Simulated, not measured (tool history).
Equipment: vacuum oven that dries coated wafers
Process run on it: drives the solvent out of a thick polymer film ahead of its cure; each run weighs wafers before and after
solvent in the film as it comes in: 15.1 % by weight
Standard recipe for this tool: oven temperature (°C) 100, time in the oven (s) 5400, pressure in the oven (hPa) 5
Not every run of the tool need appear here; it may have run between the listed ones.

Run 1, hour 0: usual settings. Result: solvent left in the film (%) 2.49.
Run 2, hour 22.1: usual settings. Result: solvent left in the film (%) 2.48.
Run 3, hour 38.3: usual settings. Result: solvent left in the film (%) 2.53.
Run 4, hour 53.1: usual settings but pressure in the oven (hPa) 10.87. Result: solvent left in the film (%) 2.79.
Run 5, hour 71.2: usual settings but pressure in the oven (hPa) 10.87. Result: solvent left in the film (%) 2.8.
Run 6, hour 89.1: usual settings but pressure in the oven (hPa) 10.87. Result: solvent left in the film (%) 2.77.
Run 7, hour 105.2: usual settings but pressure in the oven (hPa) 6.25. Result: solvent left in the film (%) 2.57.
Run 8, hour 120.4: usual settings but pressure in the oven (hPa) 6.25. Result: solvent left in the film (%) 2.58.
Run 9, hour 135.8: usual settings but pressure in the oven (hPa) 6.25. Result: solvent left in the film (%) 2.63.
Run 10, hour 158.7: usual settings but pressure in the oven (hPa) 6.25. Result: solvent left in the film (%) 2.62.
Run 11, hour 173.7: usual settings but oven temperature (°C) 101. Result: solvent left in the film (%) 2.23.
Run 12, hour 197.7: usual settings but oven temperature (°C) 101. Result: solvent left in the film (%) 2.24.
Run 13, hour 209.8: usual settings. Result: solvent left in the film (%) 2.53.
Run 14, hour 228: usual settings. Result: solvent left in the film (%) 2.54.
Run 15, hour 246.9: usual settings. Result: solvent left in the film (%) 2.57.
Run 16, hour 264.7: usual settings. Result: solvent left in the film (%) 2.53.
Run 17, hour 282: usual settings. Result: solvent left in the film (%) 2.54.
Run 18, hour 303.7: usual settings but pressure in the oven (hPa) 5.9. Result: solvent left in the film (%) 2.58.
Run 19, hour 327.4: usual settings but pressure in the oven (hPa) 5.9. Result: solvent left in the film (%) 2.56.
Run 20, hour 344.6: usual settings but pressure in the oven (hPa) 5.9. Result: solvent left in the film (%) 2.57.
Run 21, hour 364.2: usual settings but pressure in the oven (hPa) 5.47. Result: solvent left in the film (%) 2.6.
Run 22, hour 382.7: usual settings but pressure in the oven (hPa) 5.47. Result: solvent left in the film (%) 2.5.
Run 23, hour 396.2: usual settings but oven temperature (°C) 96. Result: solvent left in the film (%) 3.66.
Run 24, hour 407.3: usual settings but oven temperature (°C) 96. Result: solvent left in the film (%) 3.67.
Run 25, hour 417: usual settings but oven temperature (°C) 96. Result: solvent left in the film (%) 3.7.
Run 26, hour 437.6: usual settings but oven temperature (°C) 87. Result: solvent left in the film (%) 7.08.
Run 27, hour 459.5: usual settings but oven temperature (°C) 94, pressure in the oven (hPa) 9.27. Result: solvent left in the film (%) 5.11.
Run 28, hour 479: usual settings but oven temperature (°C) 94, pressure in the oven (hPa) 9.27. Result: solvent left in the film (%) 4.98.
Run 29, hour 503.2: usual settings but oven temperature (°C) 102, pressure in the oven (hPa) 12.19. Result: solvent left in the film (%) 2.67.
Run 30, hour 523.5: usual settings but oven temperature (°C) 88, time in the oven (s) 2760, pressure in the oven (hPa) 9.9. Result: solvent left in the film (%) 9.29.
Run 31, hour 533.3: usual settings but oven temperature (°C) 104, time in the oven (s) 6120, pressure in the oven (hPa) 18.02. Result: solvent left in the film (%) 2.19.
Run 32, hour 550.4: usual settings but oven temperature (°C) 89, time in the oven (s) 6120, pressure in the oven (hPa) 7.55. Result: solvent left in the film (%) 6.01.
Run 33, hour 574.5: usual settings but oven temperature (°C) 89, time in the oven (s) 5820, pressure in the oven (hPa) 17.39. Result: solvent left in the film (%) 6.83.
Run 34, hour 586.4: usual settings but oven temperature (°C) 96, time in the oven (s) 8580. Result: solvent left in the film (%) 2.24.
Run 35, hour 608.1: usual settings but oven temperature (°C) 96, time in the oven (s) 8580. Result: solvent left in the film (%) 2.31.
Run 36, hour 625.5: usual settings but oven temperature (°C) 96, time in the oven (s) 8580. Result: solvent left in the film (%) 2.3.
Run 37, hour 635.3: usual settings but oven temperature (°C) 96, time in the oven (s) 8760. Result: solvent left in the film (%) 2.21.
Run 38, hour 657.1: usual settings but oven temperature (°C) 110, time in the oven (s) 8760, pressure in the oven (hPa) 3.3. Result: solvent left in the film (%) 0.33.
Run 39, hour 670.7: usual settings but oven temperature (°C) 93, time in the oven (s) 3900, pressure in the oven (hPa) 4.09. Result: solvent left in the film (%) 6.42.
Run 40, hour 693.9: usual settings but time in the oven (s) 3120, pressure in the oven (hPa) 11.96. Result: solvent left in the film (%) 5.53.
Run 41, hour 714.8: usual settings but oven temperature (°C) 86, time in the oven (s) 4800, pressure in the oven (hPa) 11.06. Result: solvent left in the film (%) 8.08.
Run 42, hour 735.2: usual settings but oven temperature (°C) 86, time in the oven (s) 4800, pressure in the oven (hPa) 11.06. Result: solvent left in the film (%) 8.28.
Run 43, hour 756.8: usual settings but oven temperature (°C) 86, time in the oven (s) 4800, pressure in the oven (hPa) 11.06. Result: solvent left in the film (%) 8.14.
Run 44, hour 779.1: usual settings but oven temperature (°C) 115, time in the oven (s) 4380, pressure in the oven (hPa) 5.27. Result: solvent left in the film (%) 0.62.
Run 45, hour 802.6: usual settings but oven temperature (°C) 92, time in the oven (s) 5700, pressure in the oven (hPa) 12.08. Result: solvent left in the film (%) 5.63.
Run 46, hour 812.8: usual settings but oven temperature (°C) 92, time in the oven (s) 5700, pressure in the oven (hPa) 12.08. Result: solvent left in the film (%) 5.65.
Run 47, hour 827.5: usual settings but oven temperature (°C) 108, pressure in the oven (hPa) 3.26. Result: solvent left in the film (%) 1.

Between the runs listed above, the log contained 1 entry, not reproduced here. Where in the sequence does each belong, and how does what the log doesn't record of the tool's condition differ from the listed run before to the listed run after?
Logged between run 25 and run 26: oven's thermocouples calibrated (hour 422.9)
  true wafer temperature over the reading, C: 0.97 -> -0.34; true pressure over the reading, kPa: 0.168 -> 0.172
  difference, measured minus the result without the unlogged condition, solvent left in the film (%): -0.22 -> +0.2
